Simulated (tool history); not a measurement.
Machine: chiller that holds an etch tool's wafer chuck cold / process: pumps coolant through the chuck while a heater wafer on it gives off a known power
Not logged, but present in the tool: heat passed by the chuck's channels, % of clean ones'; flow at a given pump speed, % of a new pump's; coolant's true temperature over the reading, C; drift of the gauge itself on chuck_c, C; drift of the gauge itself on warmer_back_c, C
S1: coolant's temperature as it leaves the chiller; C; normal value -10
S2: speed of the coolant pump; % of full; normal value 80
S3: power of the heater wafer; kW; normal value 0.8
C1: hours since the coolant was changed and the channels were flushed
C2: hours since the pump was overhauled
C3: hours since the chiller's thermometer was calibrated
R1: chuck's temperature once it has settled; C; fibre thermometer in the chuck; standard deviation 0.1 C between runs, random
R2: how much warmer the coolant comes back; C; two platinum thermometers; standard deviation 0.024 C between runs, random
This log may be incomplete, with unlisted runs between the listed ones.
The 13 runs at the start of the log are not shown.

run,hour,S1,S2,S3,C1,C2,C3,R1,R2
14,475.6,-10,80,0.62,2572,1062,1062,-2.4,1.41
# hour 522.4: gauge calibrated
15,522.4,-10,80,0.62,2619,1109,1109,-2.4,1.72
16,571,-10,80,1.111,2668,1158,1158,3.6,2.99
17,620.4,-10,80,1.068,2717,1207,1207,3,2.82
18,649.9,-10,80,1.068,2747,1237,1237,3.1,2.86
19,687.4,-17,80,0.564,2784,1274,1274,-10.1,1.45
20,727.4,-7,80,0.821,2824,1314,1314,3,2.1
21,773.4,-9,80,0.522,2870,1360,1360,-2.7,1.26
22,814,-13,83,0.614,2911,1401,1401,-5.7,1.44
23,846.5,-10,94,0.512,2943,1433,1433,-4.2,1.01
24,877,-14,73,0.512,2974,1464,1464,-7.5,1.31
25,928.3,-9,73,0.503,3025,1515,1515,-2.4,1.3
26,960.3,-5,63,0.8,3057,1547,1547,6.3,2.52
27,991.2,-10,70,0.8,3088,1578,1578,0.4,2.22
28,1027.9,-3,84,1.03,3125,1615,1615,9.1,2.39
29,1078.7,-18,95,0.663,3175,1666,1666,-10.7,1.18
30,1105.8,-18,95,0.663,3203,1693,1693,-10.6,1.12
31,1148.4,-11,73,1.018,3245,1735,1735,2.2,2.65
32,1177.6,-11,73,1.018,3274,1764,1764,2.2,2.65
33,1223.2,-11,73,0.574,3320,1810,1810,-3.6,1.29

3 ways to go on from here, each from the tool as it stands after run 33. What would each give?
A,1256.8,-10,83,0.8,3354,1844,1844,?,?
B,1256.8,-10,64,0.8,3354,1844,1844,?,?
C,1256.8,-4,92,0.551,3354,1844,1844,?,?

run,R1,R2
A,-0.3,1.66
B,1.1,2.28
C,2.2,0.85
Without the tool's hidden state the same runs would have given:
run,R1,R2
A,-0.3,2.11
B,1.1,2.73
C,2.2,1.29

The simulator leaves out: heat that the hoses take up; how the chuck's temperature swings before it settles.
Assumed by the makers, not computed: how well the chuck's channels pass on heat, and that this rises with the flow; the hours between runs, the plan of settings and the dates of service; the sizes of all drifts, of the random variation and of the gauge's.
